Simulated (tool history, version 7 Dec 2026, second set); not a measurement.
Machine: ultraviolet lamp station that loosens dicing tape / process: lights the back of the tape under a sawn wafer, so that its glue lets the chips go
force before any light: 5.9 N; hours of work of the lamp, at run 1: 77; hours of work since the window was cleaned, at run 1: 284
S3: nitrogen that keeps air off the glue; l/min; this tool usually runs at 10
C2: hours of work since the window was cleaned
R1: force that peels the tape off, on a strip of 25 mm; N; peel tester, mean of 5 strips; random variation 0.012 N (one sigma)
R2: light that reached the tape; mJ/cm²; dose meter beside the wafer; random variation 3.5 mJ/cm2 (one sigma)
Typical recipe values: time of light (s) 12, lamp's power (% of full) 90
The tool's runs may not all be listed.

{"run": 1, "hour": 0.0, "time of light (s)": 12, "lamp's power (% of full)": 90, "S3": 10, "hours of work of the lamp": 77, "C2": 284, "R1": 0.661, "R2": 494}
{"run": 2, "hour": 12.1, "time of light (s)": 12, "lamp's power (% of full)": 90, "S3": 7, "hours of work of the lamp": 84, "C2": 292, "R1": 0.746, "R2": 497}
{"run": 3, "hour": 21.3, "time of light (s)": 12, "lamp's power (% of full)": 90, "S3": 7, "hours of work of the lamp": 90, "C2": 297, "R1": 0.76, "R2": 497}
{"run": 4, "hour": 33.7, "time of light (s)": 12, "lamp's power (% of full)": 90, "S3": 7, "hours of work of the lamp": 98, "C2": 305, "R1": 0.758, "R2": 492}
{"run": 5, "hour": 43.2, "time of light (s)": 12, "lamp's power (% of full)": 90, "S3": 7, "hours of work of the lamp": 103, "C2": 311, "R1": 0.778, "R2": 488}
{"run": 6, "hour": 50.5, "time of light (s)": 10, "lamp's power (% of full)": 100, "S3": 11, "hours of work of the lamp": 108, "C2": 315, "R1": 0.747, "R2": 456}
{"hour": 52.2, "done": "window cleaned of glue's vapour"}
{"run": 7, "hour": 58.6, "time of light (s)": 11, "lamp's power (% of full)": 82, "S3": 17, "hours of work of the lamp": 113, "C2": 4, "R1": 0.876, "R2": 387}

Estimate the outcome of run 8 from the log above:
{"run": 8, "hour": 70.4, "time of light (s)": 11, "lamp's power (% of full)": 61, "S3": 4, "hours of work of the lamp": 120, "C2": 11, "R1": "?", "R2": "?"}

R1: 2.02 N
R2: 284 mJ/cm²
Had the tool carried no hidden state, the very same run would have given R1 1.596 N, R2 350 mJ/cm².
